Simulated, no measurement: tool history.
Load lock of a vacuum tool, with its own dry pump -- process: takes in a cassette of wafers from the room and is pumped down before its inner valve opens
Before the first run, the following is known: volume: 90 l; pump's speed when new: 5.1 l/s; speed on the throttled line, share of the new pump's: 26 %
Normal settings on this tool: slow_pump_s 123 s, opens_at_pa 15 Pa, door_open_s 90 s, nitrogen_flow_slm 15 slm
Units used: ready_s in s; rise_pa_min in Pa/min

run,hour,slow_pump_s,opens_at_pa,door_open_s,nitrogen_flow_slm,"incoming humidity of the room's air, %",ready_s,rise_pa_min
1,0,123,15,90,15,45.8,248.8,0.107
2,184.4,123,15,90,15,47.2,250.4,0.117
3,302.1,123,15,90,15,45.2,249.4,0.116
4,452.5,124,15,90,15,43.2,250.3,0.11
5,559.3,124,19,90,15,46.7,248.8,0.121
6,680.6,124,19,90,15,43.1,246.8,0.118
7,893.1,125,19,90,15,47.1,248.4,0.123
8,1069.5,125,19,90,15,45.5,250.4,0.126
9,1235,125,19,90,15,46.5,247.6,0.138
10,1413.6,125,19,90,8,46.5,247.9,0.147
11,1545.6,125,19,90,8,44.8,246.6,0.153
12,1765.8,125,19,90,8,43.7,251.7,0.155
13,1903.3,123,15,90,15,44.3,255.4,0.154
14,2089.3,123,15,90,15,45.6,253.6,0.156
15,2236.9,123,15,90,15,43.5,250.8,0.162
16,2385.6,123,15,90,15,43.7,254.2,0.17
17,2542.1,123,15,90,15,44.9,254.4,0.168
18,2702.3,123,15,90,15,49.1,256.3,0.176

Run 19 comes next. What will it give?
19,2860.6,123,15,90,15,43.4,?,?

{"run 19": {"ready_s": 257.1, "rise_pa_min": 0.179}}
If the tool had no hidden condition, the same run with the same run-to-run variation would have returned ready_s 250 s, rise_pa_min 0.026 Pa/min.

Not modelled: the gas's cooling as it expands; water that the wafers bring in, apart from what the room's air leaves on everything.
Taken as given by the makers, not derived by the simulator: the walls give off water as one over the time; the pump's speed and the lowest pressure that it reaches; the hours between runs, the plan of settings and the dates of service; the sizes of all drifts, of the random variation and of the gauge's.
